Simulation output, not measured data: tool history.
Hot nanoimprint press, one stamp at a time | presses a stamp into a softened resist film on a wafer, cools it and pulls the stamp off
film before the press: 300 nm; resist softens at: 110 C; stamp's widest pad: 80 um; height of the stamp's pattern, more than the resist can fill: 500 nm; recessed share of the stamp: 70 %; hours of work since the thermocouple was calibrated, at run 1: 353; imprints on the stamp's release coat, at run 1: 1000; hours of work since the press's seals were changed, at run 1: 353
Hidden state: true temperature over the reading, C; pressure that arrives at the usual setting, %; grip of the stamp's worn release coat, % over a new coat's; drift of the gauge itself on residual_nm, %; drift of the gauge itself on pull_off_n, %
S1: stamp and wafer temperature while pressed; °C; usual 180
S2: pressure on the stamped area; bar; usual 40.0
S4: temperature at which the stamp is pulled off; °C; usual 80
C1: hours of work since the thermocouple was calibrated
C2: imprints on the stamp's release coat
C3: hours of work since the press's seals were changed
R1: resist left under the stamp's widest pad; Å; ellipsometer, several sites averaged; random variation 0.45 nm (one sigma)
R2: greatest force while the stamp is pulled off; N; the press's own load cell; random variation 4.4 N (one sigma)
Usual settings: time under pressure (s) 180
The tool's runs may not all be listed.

run 1 hour=0.0 | S1=180 S2=40.0 time_under_pressure_(s)=180 S4=80 | C1=353 C2=1000 C3=353 | R1=1210 R2=300
run 2 hour=33.5 | S1=180 S2=40.0 time_under_pressure_(s)=180 S4=80 | C1=368 C2=1054 C3=368 | R1=1212 R2=313
run 3 hour=66.7 | S1=180 S2=40.0 time_under_pressure_(s)=180 S4=80 | C1=383 C2=1108 C3=383 | R1=1212 R2=315
run 4 hour=123.2 | S1=180 S2=40.0 time_under_pressure_(s)=180 S4=80 | C1=408 C2=1200 C3=408 | R1=1208 R2=336
run 5 hour=169.3 | S1=180 S2=40.0 time_under_pressure_(s)=180 S4=80 | C1=429 C2=1275 C3=429 | R1=1204 R2=327
run 6 hour=210.2 | S1=180 S2=40.0 time_under_pressure_(s)=180 S4=80 | C1=448 C2=1341 C3=448 | R1=1199 R2=338
run 7 hour=246.8 | S1=180 S2=28.2 time_under_pressure_(s)=180 S4=80 | C1=464 C2=1401 C3=464 | R1=1392 R2=343
run 8 hour=303.5 | S1=180 S2=28.2 time_under_pressure_(s)=180 S4=80 | C1=490 C2=1493 C3=490 | R1=1394 R2=368
-- hour=310.1 plate thermocouple calibrated
run 9 hour=334.3 | S1=180 S2=28.2 time_under_pressure_(s)=180 S4=85 | C1=11 C2=1538 C3=502 | R1=1368 R2=327
-- hour=363.0 press's hydraulic seals changed and the load cell set to zero
run 10 hour=386.2 | S1=180 S2=28.2 time_under_pressure_(s)=180 S4=85 | C1=31 C2=1609 C3=10 | R1=1354 R2=332
run 11 hour=413.4 | S1=180 S2=28.2 time_under_pressure_(s)=180 S4=85 | C1=43 C2=1653 C3=23 | R1=1350 R2=342
run 12 hour=472.8 | S1=180 S2=28.2 time_under_pressure_(s)=180 S4=85 | C1=70 C2=1750 C3=50 | R1=1353 R2=344
run 13 hour=532.0 | S1=180 S2=40.0 time_under_pressure_(s)=180 S4=80 | C1=97 C2=1846 C3=76 | R1=1158 R2=388
-- hour=539.4 plate thermocouple calibrated, once more
run 14 hour=569.1 | S1=180 S2=40.0 time_under_pressure_(s)=180 S4=80 | C1=13 C2=1901 C3=92 | R1=1228 R2=419
run 15 hour=623.6 | S1=180 S2=40.0 time_under_pressure_(s)=180 S4=80 | C1=38 C2=1990 C3=116 | R1=1211 R2=411
run 16 hour=658.4 | S1=180 S2=40.0 time_under_pressure_(s)=180 S4=80 | C1=54 C2=2046 C3=132 | R1=1226 R2=409
run 17 hour=684.5 | S1=180 S2=40.0 time_under_pressure_(s)=180 S4=80 | C1=66 C2=2089 C3=144 | R1=1210 R2=425
-- hour=717.1 stamp cleaned and given a new release coat
run 18 hour=746.8 | S1=180 S2=40.0 time_under_pressure_(s)=180 S4=80 | C1=91 C2=48 C3=169 | R1=1217 R2=223
run 19 hour=804.9 | S1=175 S2=44.4 time_under_pressure_(s)=133 S4=80 | C1=117 C2=143 C3=196 | R1=1529 R2=227
run 20 hour=835.0 | S1=175 S2=44.4 time_under_pressure_(s)=133 S4=76 | C1=131 C2=192 C3=209 | R1=1529 R2=249
run 21 hour=891.9 | S1=180 S2=58.6 time_under_pressure_(s)=90 S4=80 | C1=157 C2=284 C3=235 | R1=1359 R2=238
run 22 hour=950.2 | S1=180 S2=58.6 time_under_pressure_(s)=90 S4=80 | C1=183 C2=379 C3=261 | R1=1359 R2=249
run 23 hour=1001.0 | S1=180 S2=61.3 time_under_pressure_(s)=262 S4=77 | C1=206 C2=461 C3=284 | R1=846 R2=262
run 24 hour=1047.8 | S1=180 S2=61.3 time_under_pressure_(s)=262 S4=77 | C1=227 C2=537 C3=305 | R1=848 R2=283
run 25 hour=1092.2 | S1=176 S2=47.7 time_under_pressure_(s)=311 S4=82 | C1=247 C2=609 C3=325 | R1=1015 R2=252
run 26 hour=1142.1 | S1=180 S2=32.3 time_under_pressure_(s)=180 S4=84 | C1=270 C2=691 C3=348 | R1=1314 R2=246
run 27 hour=1196.9 | S1=180 S2=32.3 time_under_pressure_(s)=180 S4=84 | C1=294 C2=780 C3=373 | R1=1313 R2=259
run 28 hour=1238.0 | S1=184 S2=44.9 time_under_pressure_(s)=180 S4=84 | C1=313 C2=846 C3=391 | R1=1008 R2=259
run 29 hour=1270.0 | S1=180 S2=42.0 time_under_pressure_(s)=284 S4=74 | C1=327 C2=898 C3=406 | R1=962 R2=324

Forecast each of these 5 alternatives for the next run:
run A hour=1312.9 | S1=180 S2=42.0 time_under_pressure_(s)=168 S4=74 | C1=347 C2=968 C3=425 | R1=? R2=?
run B hour=1312.9 | S1=180 S2=40.0 time_under_pressure_(s)=177 S4=80 | C1=347 C2=968 C3=425 | R1=? R2=?
run C hour=1312.9 | S1=180 S2=29.8 time_under_pressure_(s)=260 S4=83 | C1=347 C2=968 C3=425 | R1=? R2=?
run D hour=1312.9 | S1=176 S2=40.0 time_under_pressure_(s)=126 S4=80 | C1=347 C2=968 C3=425 | R1=? R2=?
run E hour=1312.9 | S1=180 S2=40.0 time_under_pressure_(s)=92 S4=69 | C1=347 C2=968 C3=425 | R1=? R2=?

run=A R1=1212 R2=334
run=B R1=1204 R2=296
run=C R1=1161 R2=286
run=D R1=1556 R2=296
run=E R1=1559 R2=352
Without the tool's hidden state the same runs would have given:
run=A R1=1240 R2=240
run=B R1=1233 R2=213
run=C R1=1193 R2=206
run=D R1=1591 R2=213
run=E R1=1591 R2=253

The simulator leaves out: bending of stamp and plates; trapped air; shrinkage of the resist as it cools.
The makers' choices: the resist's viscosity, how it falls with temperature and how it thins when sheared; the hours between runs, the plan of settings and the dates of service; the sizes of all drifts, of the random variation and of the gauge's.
